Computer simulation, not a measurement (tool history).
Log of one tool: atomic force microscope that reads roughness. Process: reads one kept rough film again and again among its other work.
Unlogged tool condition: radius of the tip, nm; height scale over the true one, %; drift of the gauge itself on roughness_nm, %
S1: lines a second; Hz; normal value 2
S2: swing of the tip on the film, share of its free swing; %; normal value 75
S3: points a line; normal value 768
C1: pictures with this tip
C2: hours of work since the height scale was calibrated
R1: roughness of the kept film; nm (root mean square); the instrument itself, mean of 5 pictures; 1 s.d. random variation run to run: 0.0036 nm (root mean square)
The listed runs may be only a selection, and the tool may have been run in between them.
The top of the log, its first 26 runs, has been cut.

run,hour,S1,S2,S3,C1,C2,R1
27,419.4,0.72,58,483,246,33,0.86
28,429,1.09,71,483,270,40,0.831
29,444.3,1.27,71,573,309,52,0.83
# hour 458.4: new tip fitted
30,465,0.55,62,768,16,67,0.871
31,484.4,3.18,71,371,65,82,0.796
32,503.2,3.18,71,371,113,96,0.793
33,524.5,2.83,82,270,166,113,0.746
34,537.2,2.83,82,273,199,122,0.742
35,555.8,3.88,79,592,245,136,0.729
36,571.9,0.61,88,448,286,149,0.827
37,585.1,0.61,88,448,319,159,0.823

What if the next run were any one of these 4? Each begins from the tool's condition after run 37:
# hour 595.1: new tip fitted
A,607.2,0.61,88,874,31,175,?
# hour 595.1: new tip fitted
B,607.2,1.29,77,448,31,175,?
# hour 595.1: new tip fitted
C,607.2,0.61,88,740,31,175,?
# hour 595.1: new tip fitted
D,607.2,1.6,88,448,31,175,?

run,R1
A,0.843
B,0.834
C,0.842
D,0.775
With no hidden state in the tool, these same runs would have given:
run,R1
A,0.843
B,0.834
C,0.842
D,0.775
